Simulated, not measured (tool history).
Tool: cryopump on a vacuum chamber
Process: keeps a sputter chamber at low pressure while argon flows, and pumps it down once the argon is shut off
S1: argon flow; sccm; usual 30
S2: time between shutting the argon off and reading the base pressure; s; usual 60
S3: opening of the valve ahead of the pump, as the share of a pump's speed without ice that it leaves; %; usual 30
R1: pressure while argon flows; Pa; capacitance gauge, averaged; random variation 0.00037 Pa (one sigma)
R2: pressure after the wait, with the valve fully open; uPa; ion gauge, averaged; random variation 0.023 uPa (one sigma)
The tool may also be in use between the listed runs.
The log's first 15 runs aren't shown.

run	day	S1	S2	S3	R1	R2
16	10.942	52	51	30	0.1372	1.49
17	11.850	52	53	53	0.0792	1.49
18	12.583	52	53	53	0.0788	1.50
19	13.312	43	280	15	0.2261	0.94
20	14.083	33	62	48	0.0557	1.41
21	15.075	30	62	48	0.0509	1.35
22	15.758	29	20	30	0.0774	2.63
# day 15.912: leaking fittings of the chamber tightened, without venting
23	16.412	30	34	30	0.0804	1.26
24	17.300	30	34	51	0.0479	1.29
25	18.425	16	57	19	0.0671	0.84
26	18.938	21	57	52	0.0327	0.87
27	20.054	21	57	52	0.0333	0.88
28	20.900	18	129	52	0.0283	0.54
29	21.542	18	129	52	0.0276	0.52
30	22.629	22	60	49	0.0365	0.91
31	23.562	17	263	30	0.0457	0.41
32	24.300	17	263	30	0.0453	0.40

4 ways to go on from here, each from the tool as it stands after run 32. What would each give?
A	24.879	22	49	23	?	?
B	24.879	22	119	30	?	?
C	24.879	30	79	23	?	?
D	24.879	35	60	45	?	?

run	R1	R2
A	0.0762	1.04
B	0.0590	0.61
C	0.1049	0.74
D	0.0638	0.91
Without the tool's hidden state the same runs would have given:
run	R1	R2
A	0.0742	0.91
B	0.0571	0.48
C	0.1022	0.61
D	0.0607	0.78
